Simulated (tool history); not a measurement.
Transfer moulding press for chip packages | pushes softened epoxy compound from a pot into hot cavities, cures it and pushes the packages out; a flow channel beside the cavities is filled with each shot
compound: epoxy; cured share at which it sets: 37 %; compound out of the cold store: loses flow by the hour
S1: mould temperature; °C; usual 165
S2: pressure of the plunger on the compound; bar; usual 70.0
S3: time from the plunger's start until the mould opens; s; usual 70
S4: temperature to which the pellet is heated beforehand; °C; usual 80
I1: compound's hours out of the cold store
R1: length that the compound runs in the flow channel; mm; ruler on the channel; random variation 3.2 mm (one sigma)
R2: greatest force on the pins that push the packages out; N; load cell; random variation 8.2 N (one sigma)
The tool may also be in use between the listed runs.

run,day,S1,S2,S3,S4,I1,R1,R2
1,0.000,165,70.0,70,80,19.6,661,466
2,0.396,165,70.0,93,80,16.5,673,442
# day 0.721: cavities cleaned with cleaning compound and waxed
3,0.883,166,70.0,70,80,32.1,623,378
4,1.338,166,70.0,70,80,18.4,656,394
5,1.738,165,70.0,70,71,27.4,640,438
6,2.117,165,70.0,70,71,23.0,645,454
7,2.546,165,70.0,70,71,20.4,659,477
# day 2.892: cavities cleaned with cleaning compound and waxed
8,3.117,165,70.0,70,80,44.7,594,386
9,3.408,165,54.4,70,80,34.8,545,411
10,3.879,165,70.0,70,80,12.8,669,448
11,4.271,165,70.0,70,80,17.9,654,463
12,4.796,165,70.0,70,80,41.8,603,479
# day 5.058: cavities cleaned with cleaning compound and waxed
13,5.362,165,70.0,70,80,16.5,667,398
14,5.962,165,76.5,70,80,16.0,697,431
15,6.242,164,58.1,74,86,26.6,584,440
16,6.696,164,58.1,74,86,43.9,544,454
# day 7.208: cavities cleaned with cleaning compound and waxed
17,7.317,164,70.0,70,73,29.6,627,402
18,7.688,165,70.0,70,76,47.7,582,399
19,8.104,165,70.0,70,87,20.7,645,436
20,8.546,165,70.0,70,87,39.6,598,464
21,8.992,159,64.6,109,89,17.9,646,445
# day 9.346: cavities cleaned with cleaning compound and waxed
22,9.608,166,55.6,69,85,46.1,518,370
23,9.954,166,55.6,69,85,31.7,548,398
24,10.475,166,55.6,69,85,42.3,521,417
25,11.062,166,55.9,64,85,29.5,543,510
# day 11.512: cavities cleaned with cleaning compound and waxed
26,11.779,166,55.9,91,80,24.4,564,348
27,12.408,168,55.9,87,85,9.2,590,404
28,12.696,168,55.9,87,85,10.3,585,409

4 ways to go on from here, each from the tool as it stands after run 28. What would each give?
A,12.988,158,70.0,86,80,46.5,?,?
B,12.988,168,55.9,104,85,36.5,?,?
C,12.988,168,55.9,87,82,47.3,?,?
D,12.988,167,86.9,70,80,43.3,?,?

run,R1,R2
A,594,457
B,530,396
C,510,414
D,648,439
Without the tool's hidden state the same runs would have given:
run,R1,R2
A,616,357
B,551,314
C,530,331
D,673,346
